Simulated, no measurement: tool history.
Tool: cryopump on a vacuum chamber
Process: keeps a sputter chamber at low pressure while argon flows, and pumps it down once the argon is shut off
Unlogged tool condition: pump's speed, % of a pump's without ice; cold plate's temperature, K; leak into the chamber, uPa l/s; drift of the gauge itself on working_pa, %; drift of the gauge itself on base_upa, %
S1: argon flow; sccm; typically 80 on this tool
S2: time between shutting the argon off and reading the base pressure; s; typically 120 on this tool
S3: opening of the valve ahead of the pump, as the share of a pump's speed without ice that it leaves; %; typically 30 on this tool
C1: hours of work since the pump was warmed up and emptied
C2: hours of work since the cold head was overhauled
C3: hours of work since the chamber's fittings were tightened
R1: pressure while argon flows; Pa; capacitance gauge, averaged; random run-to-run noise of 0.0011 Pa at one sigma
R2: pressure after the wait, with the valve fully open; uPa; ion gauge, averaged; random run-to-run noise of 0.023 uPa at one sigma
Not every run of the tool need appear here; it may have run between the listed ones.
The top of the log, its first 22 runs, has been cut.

run 23 hour=509.8 | S1=34 S2=110 S3=26 | C1=866 C2=866 C3=362 | R1=0.1333 R2=1.27
run 24 hour=531.4 | S1=34 S2=138 S3=26 | C1=881 C2=881 C3=377 | R1=0.1333 R2=1.16
-- hour=542.2 pump warmed up, emptied and cooled again
run 25 hour=565.9 | S1=34 S2=22 S3=54 | C1=17 C2=902 C3=398 | R1=0.0595 R2=3.86
run 26 hour=588.1 | S1=80 S2=35 S3=28 | C1=33 C2=918 C3=414 | R1=0.2699 R2=2.69
run 27 hour=605.8 | S1=81 S2=24 S3=18 | C1=45 C2=931 C3=426 | R1=0.4193 R2=3.80
run 28 hour=634.7 | S1=64 S2=120 S3=49 | C1=66 C2=951 C3=447 | R1=0.1232 R2=1.16
run 29 hour=665.5 | S1=64 S2=120 S3=49 | C1=88 C2=973 C3=469 | R1=0.1252 R2=1.12
run 30 hour=680.7 | S1=80 S2=79 S3=48 | C1=98 C2=984 C3=480 | R1=0.1591 R2=1.55
run 31 hour=716.5 | S1=64 S2=22 S3=45 | C1=124 C2=1009 C3=505 | R1=0.1360 R2=4.18
run 32 hour=746.8 | S1=115 S2=177 S3=30 | C1=145 C2=1031 C3=527 | R1=0.3676 R2=0.99
run 33 hour=774.1 | S1=115 S2=177 S3=30 | C1=165 C2=1050 C3=546 | R1=0.3660 R2=1.06
run 34 hour=788.6 | S1=82 S2=29 S3=41 | C1=175 C2=1060 C3=556 | R1=0.1928 R2=3.24

4 ways to go on from here, each from the tool as it stands after run 34. What would each give?
run A hour=806.3 | S1=49 S2=116 S3=24 | C1=187 C2=1073 C3=569 | R1=? R2=?
run B hour=806.3 | S1=42 S2=130 S3=41 | C1=187 C2=1073 C3=569 | R1=? R2=?
run C hour=806.3 | S1=44 S2=29 S3=44 | C1=187 C2=1073 C3=569 | R1=? R2=?
run D hour=806.3 | S1=82 S2=108 S3=41 | C1=187 C2=1073 C3=569 | R1=? R2=?

run=A R1=0.1934 R2=1.32
run=B R1=0.0982 R2=1.22
run=C R1=0.0963 R2=3.25
run=D R1=0.1926 R2=1.37
Without the tool's unlogged condition, the same runs would have read:
run=A R1=0.1901 R2=0.86
run=B R1=0.0954 R2=0.77
run=C R1=0.0934 R2=2.80
run=D R1=0.1872 R2=0.91
